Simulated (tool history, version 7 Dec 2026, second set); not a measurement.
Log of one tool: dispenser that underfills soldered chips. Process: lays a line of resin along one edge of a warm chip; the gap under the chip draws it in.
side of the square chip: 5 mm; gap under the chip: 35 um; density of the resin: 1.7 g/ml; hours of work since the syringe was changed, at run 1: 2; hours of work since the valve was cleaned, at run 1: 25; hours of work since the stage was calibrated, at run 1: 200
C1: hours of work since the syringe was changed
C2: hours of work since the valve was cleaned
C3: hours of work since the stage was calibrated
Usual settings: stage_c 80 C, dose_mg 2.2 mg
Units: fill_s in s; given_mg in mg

Run 1, day 0: usual settings; C1 2; C2 25; C3 200. Result: fill_s 54.5 s, given_mg 2.15 mg.
Run 2, day 0.112: usual settings but dose_mg 2.17 mg; C1 4; C2 27; C3 202. Result: fill_s 60.3 s, given_mg 2.13 mg.
Run 3, day 0.342: usual settings but dose_mg 2.35 mg; C1 9; C2 31; C3 206. Result: fill_s 73.1 s, given_mg 2.29 mg.
At day 0.379: new syringe of resin.
Run 4, day 0.467: usual settings but dose_mg 2.35 mg; C1 2; C2 33; C3 208. Result: fill_s 53.1 s, given_mg 2.33 mg.
Run 5, day 0.658: usual settings but dose_mg 2.35 mg; C1 5; C2 36; C3 212. Result: fill_s 63 s, given_mg 2.32 mg.
Run 6, day 0.792: usual settings but dose_mg 2.1 mg; C1 7; C2 39; C3 214. Result: fill_s 71.9 s, given_mg 2.06 mg.
At day 0.904: new syringe of resin.
Run 7, day 1.075: usual settings but stage_c 91 C; C1 3; C2 43; C3 219. Result: fill_s 36.4 s, given_mg 2.18 mg.
Run 8, day 1.292: usual settings but stage_c 91 C; C1 7; C2 47; C3 223. Result: fill_s 43.2 s, given_mg 2.12 mg.
At day 1.412: new syringe of resin.
Run 9, day 1.492: usual settings but stage_c 85 C; C1 1; C2 51; C3 226. Result: fill_s 43 s, given_mg 2.1 mg.
Run 10, day 1.725: usual settings but stage_c 85 C; C1 6; C2 55; C3 230. Result: fill_s 52 s, given_mg 2.15 mg.
At day 1.925: new syringe of resin.
Run 11, day 1.971: usual settings but stage_c 82 C; C1 1; C2 59; C3 234. Result: fill_s 45.9 s, given_mg 2.13 mg.
Run 12, day 2.15: usual settings but stage_c 81 C; C1 4; C2 62; C3 238. Result: fill_s 59 s, given_mg 2.14 mg.
Run 13, day 2.3: usual settings but stage_c 81 C; C1 7; C2 65; C3 240. Result: fill_s 65.9 s, given_mg 2.1 mg.
At day 2.433: new syringe of resin.
Run 14, day 2.525: usual settings but stage_c 66 C; C1 2; C2 69; C3 244. Result: fill_s 103.2 s, given_mg 2.11 mg.
Run 15, day 2.708: usual settings but stage_c 66 C; C1 5; C2 72; C3 248. Result: fill_s 120.8 s, given_mg 2.1 mg.
Run 16, day 2.917: usual settings; C1 9; C2 76; C3 251. Result: fill_s 76 s, given_mg 2.07 mg.
At day 2.95: new syringe of resin.
Run 17, day 3.062: usual settings; C1 2; C2 78; C3 254. Result: fill_s 54.6 s, given_mg 2.07 mg.
Run 18, day 3.308: usual settings but stage_c 85 C; C1 6; C2 83; C3 258. Result: fill_s 53.8 s, given_mg 2.06 mg.
At day 3.467: new syringe of resin.
Run 19, day 3.533: usual settings but dose_mg 2.57 mg; C1 1; C2 87; C3 262. Result: fill_s 52 s, given_mg 2.44 mg.
Run 20, day 3.808: usual settings but dose_mg 2.57 mg; C1 6; C2 91; C3 267. Result: fill_s 66 s, given_mg 2.46 mg.
Run 21, day 3.933: usual settings but stage_c 83 C, dose_mg 2.62 mg; C1 8; C2 94; C3 269. Result: fill_s 64.1 s, given_mg 2.46 mg.
At day 3.979: new syringe of resin.
Run 22, day 4.208: usual settings but stage_c 93 C, dose_mg 2.8 mg; C1 4; C2 98; C3 274. Result: fill_s 34.5 s, given_mg 2.64 mg.
Run 23, day 4.358: usual settings but stage_c 88 C, dose_mg 1.96 mg; C1 7; C2 101; C3 276. Result: fill_s 51.7 s, given_mg 1.82 mg.
At day 4.492: new syringe of resin.
Run 24, day 4.521: usual settings but dose_mg 2.21 mg; C1 0; C2 104; C3 279. Result: fill_s 50 s, given_mg 2.05 mg.
Run 25, day 4.662: usual settings but dose_mg 2.21 mg; C1 3; C2 106; C3 282. Result: fill_s 57.5 s, given_mg 2.08 mg.
Run 26, day 4.846: usual settings but stage_c 71 C, dose_mg 2.56 mg; C1 6; C2 110; C3 285. Result: fill_s 96.8 s, given_mg 2.35 mg.
At day 5.004: new syringe of resin.
Run 27, day 5.004: usual settings but stage_c 73 C, dose_mg 2.37 mg; C1 0; C2 112; C3 288. Result: fill_s 68.1 s, given_mg 2.21 mg.
Run 28, day 5.196: usual settings but stage_c 73 C, dose_mg 2.37 mg; C1 3; C2 116; C3 291. Result: fill_s 79.9 s, given_mg 2.2 mg.
Run 29, day 5.467: usual settings but stage_c 73 C, dose_mg 2.37 mg; C1 8; C2 121; C3 296. Result: fill_s 98.8 s, given_mg 2.17 mg.
At day 5.525: new syringe of resin.
Run 30, day 5.733: usual settings but stage_c 85 C, dose_mg 2.3 mg; C1 4; C2 125; C3 300. Result: fill_s 48.2 s, given_mg 2.12 mg.
Run 31, day 5.85: usual settings but stage_c 85 C, dose_mg 2.89 mg; C1 6; C2 127; C3 303. Result: fill_s 51.6 s, given_mg 2.65 mg.
Run 32, day 5.992: usual settings but stage_c 88 C, dose_mg 2.84 mg; C1 8; C2 130; C3 305. Result: fill_s 51.8 s, given_mg 2.57 mg.
At day 6.05: new syringe of resin.
Run 33, day 6.188: usual settings but stage_c 71 C, dose_mg 2.24 mg; C1 3; C2 133; C3 308. Result: fill_s 85.7 s, given_mg 2.05 mg.
Run 34, day 6.438: usual settings but stage_c 88 C, dose_mg 2.18 mg; C1 7; C2 138; C3 313. Result: fill_s 49.5 s, given_mg 1.98 mg.
At day 6.575: new syringe of resin.
Run 35, day 6.588: usual settings but dose_mg 2.85 mg; C1 0; C2 140; C3 315. Result: fill_s 50.5 s, given_mg 2.59 mg.
Run 36, day 6.717: usual settings but dose_mg 2.85 mg; C1 3; C2 142; C3 318. Result: fill_s 55.8 s, given_mg 2.6 mg.

Hidden state at the last listed run before each entry between runs and at the first one after, where it differs:
Between runs 3 and 4: new syringe of resin (day 0.379)
  resin's viscosity, % of fresh resin's: 150.2 -> 109.8; dose that the valve gives, % of what is set: 98.02 -> 97.9
  measured less the result without the state, fill_s: +25.5 -> +5.8 s; given_mg: -0.04 -> -0.05 mg
Between runs 6 and 7: new syringe of resin (day 0.904)
  resin's viscosity, % of fresh resin's: 145.8 -> 116.1; dose that the valve gives, % of what is set: 97.52 -> 97.19; true chip temperature over the reading, C: -0.46 -> -0.48
  measured less the result without the state, fill_s: +24 -> +5.8 s; given_mg: -0.06 -> -0.06 mg
Between runs 8 and 9: new syringe of resin (day 1.412)
  resin's viscosity, % of fresh resin's: 140.3 -> 107.3; dose that the valve gives, % of what is set: 96.93 -> 96.71
  measured less the result without the state, fill_s: +13.2 -> +4 s; given_mg: -0.07 -> -0.07 mg
Between runs 10 and 11: new syringe of resin (day 1.925)
  resin's viscosity, % of fresh resin's: 131.5 -> 103.5; dose that the valve gives, % of what is set: 96.39 -> 96.12; true chip temperature over the reading, C: -0.5 -> -0.51
  measured less the result without the state, fill_s: +13.6 -> +2.8 s; given_mg: -0.07 -> -0.09 mg
Between runs 13 and 14: new syringe of resin (day 2.433)
  resin's viscosity, % of fresh resin's: 137.9 -> 109.1; dose that the valve gives, % of what is set: 95.71 -> 95.46; true chip temperature over the reading, C: -0.53 -> -0.54
  measured less the result without the state, fill_s: +19.5 -> +11.7 s; given_mg: -0.1 -> -0.1 mg
Between runs 16 and 17: new syringe of resin (day 2.95)
  resin's viscosity, % of fresh resin's: 154 -> 109.9; dose that the valve gives, % of what is set: 95 -> 94.85; true chip temperature over the reading, C: -0.55 -> -0.56
  measured less the result without the state, fill_s: +28.4 -> +6.6 s; given_mg: -0.11 -> -0.11 mg
Between runs 18 and 19: new syringe of resin (day 3.467)
  resin's viscosity, % of fresh resin's: 136.3 -> 107.2; dose that the valve gives, % of what is set: 94.56 -> 94.31; true chip temperature over the reading, C: -0.57 -> -0.58
  measured less the result without the state, fill_s: +15.7 -> +5 s; given_mg: -0.12 -> -0.15 mg
Between runs 21 and 22: new syringe of resin (day 3.979)
  resin's viscosity, % of fresh resin's: 151.9 -> 123.3; dose that the valve gives, % of what is set: 93.83 -> 93.51; true chip temperature over the reading, C: -0.6 -> -0.61
  measured less the result without the state, fill_s: +23.1 -> +7.3 s; given_mg: -0.16 -> -0.18 mg
Between runs 23 and 24: new syringe of resin (day 4.492)
  resin's viscosity, % of fresh resin's: 140.4 -> 101.3; dose that the valve gives, % of what is set: 93.34 -> 93.16; true chip temperature over the reading, C: -0.61 -> -0.62
  measured less the result without the state, fill_s: +16.8 -> +2.6 s; given_mg: -0.13 -> -0.15 mg
Between runs 26 and 27: new syringe of resin (day 5.004)
  resin's viscosity, % of fresh resin's: 134.9 -> 99.8; dose that the valve gives, % of what is set: 92.76 -> 92.58
  measured less the result without the state, fill_s: +27.8 -> +2.6 s; given_mg: -0.18 -> -0.17 mg
Between runs 29 and 30: new syringe of resin (day 5.525)
  resin's viscosity, % of fresh resin's: 149.3 -> 120.3; dose that the valve gives, % of what is set: 92.03 -> 91.74; true chip temperature over the reading, C: -0.66 -> -0.67
  measured less the result without the state, fill_s: +35.4 -> +9.8 s; given_mg: -0.19 -> -0.19 mg
Between runs 32 and 33: new syringe of resin (day 6.05)
  resin's viscosity, % of fresh resin's: 150.6 -> 112.4; dose that the valve gives, % of what is set: 91.43 -> 91.24
  measured less the result without the state, fill_s: +18.5 -> +13 s; given_mg: -0.24 -> -0.19 mg
Between runs 34 and 35: new syringe of resin (day 6.575)
  resin's viscosity, % of fresh resin's: 139.8 -> 102.6; dose that the valve gives, % of what is set: 90.94 -> 90.77
  measured less the result without the state, fill_s: +16 -> +3 s; given_mg: -0.2 -> -0.26 mg

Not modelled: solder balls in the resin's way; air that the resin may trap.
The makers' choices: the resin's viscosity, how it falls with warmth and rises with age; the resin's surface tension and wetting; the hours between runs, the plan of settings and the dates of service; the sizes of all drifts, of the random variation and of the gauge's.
